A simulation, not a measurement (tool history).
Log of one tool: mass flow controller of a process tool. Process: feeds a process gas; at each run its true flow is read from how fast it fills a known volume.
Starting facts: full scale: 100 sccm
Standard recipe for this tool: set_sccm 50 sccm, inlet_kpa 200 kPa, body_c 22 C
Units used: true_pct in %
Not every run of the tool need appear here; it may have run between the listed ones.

Run 1, hour 0.0: usual settings. Result: true_pct 98.52 %.
Run 2, hour 112.1: usual settings but set_sccm 13 sccm. Result: true_pct 99.80 %.
Run 3, hour 256.6: usual settings but set_sccm 13 sccm. Result: true_pct 99.91 %.
Run 4, hour 401.3: usual settings. Result: true_pct 98.46 %.
Run 5, hour 515.7: usual settings but set_sccm 25 sccm. Result: true_pct 98.84 %.
Run 6, hour 646.7: usual settings but set_sccm 25 sccm. Result: true_pct 98.91 %.
Run 7, hour 707.3: usual settings but set_sccm 20 sccm. Result: true_pct 99.10 %.
Run 8, hour 815.6: usual settings but set_sccm 52 sccm. Result: true_pct 98.34 %.
Run 9, hour 915.5: usual settings but set_sccm 52 sccm. Result: true_pct 98.45 %.
Run 10, hour 1029.3: usual settings but set_sccm 15 sccm. Result: true_pct 99.82 %.
Run 11, hour 1135.5: usual settings but set_sccm 15 sccm. Result: true_pct 99.93 %.
Run 12, hour 1277.7: usual settings but set_sccm 19 sccm. Result: true_pct 99.33 %.
Run 13, hour 1346.6: usual settings but set_sccm 19 sccm. Result: true_pct 99.35 %.
Run 14, hour 1462.8: usual settings but set_sccm 47 sccm, inlet_kpa 167 kPa. Result: true_pct 98.28 %.
Run 15, hour 1612.4: usual settings but set_sccm 47 sccm, inlet_kpa 167 kPa. Result: true_pct 98.15 %.
Run 16, hour 1699.0: usual settings but set_sccm 13 sccm, inlet_kpa 199 kPa, body_c 32 C. Result: true_pct 101.29 %.
Run 17, hour 1765.1: usual settings but set_sccm 44 sccm, inlet_kpa 193 kPa, body_c 27 C. Result: true_pct 98.91 %.
Run 18, hour 1879.8: usual settings but set_sccm 11 sccm, inlet_kpa 196 kPa. Result: true_pct 100.95 %.
Run 19, hour 1944.6: usual settings but set_sccm 11 sccm, inlet_kpa 196 kPa. Result: true_pct 100.92 %.
Run 20, hour 2068.4: usual settings but inlet_kpa 181 kPa, body_c 31 C. Result: true_pct 99.13 %.

Expected results for the next run?
Run 21, hour 2165.0: usual settings but inlet_kpa 181 kPa, body_c 31 C. Result: true_pct ?.

true_pct: 99.04 %
With no hidden state in the tool, this same run would have given true_pct 99.68 %.
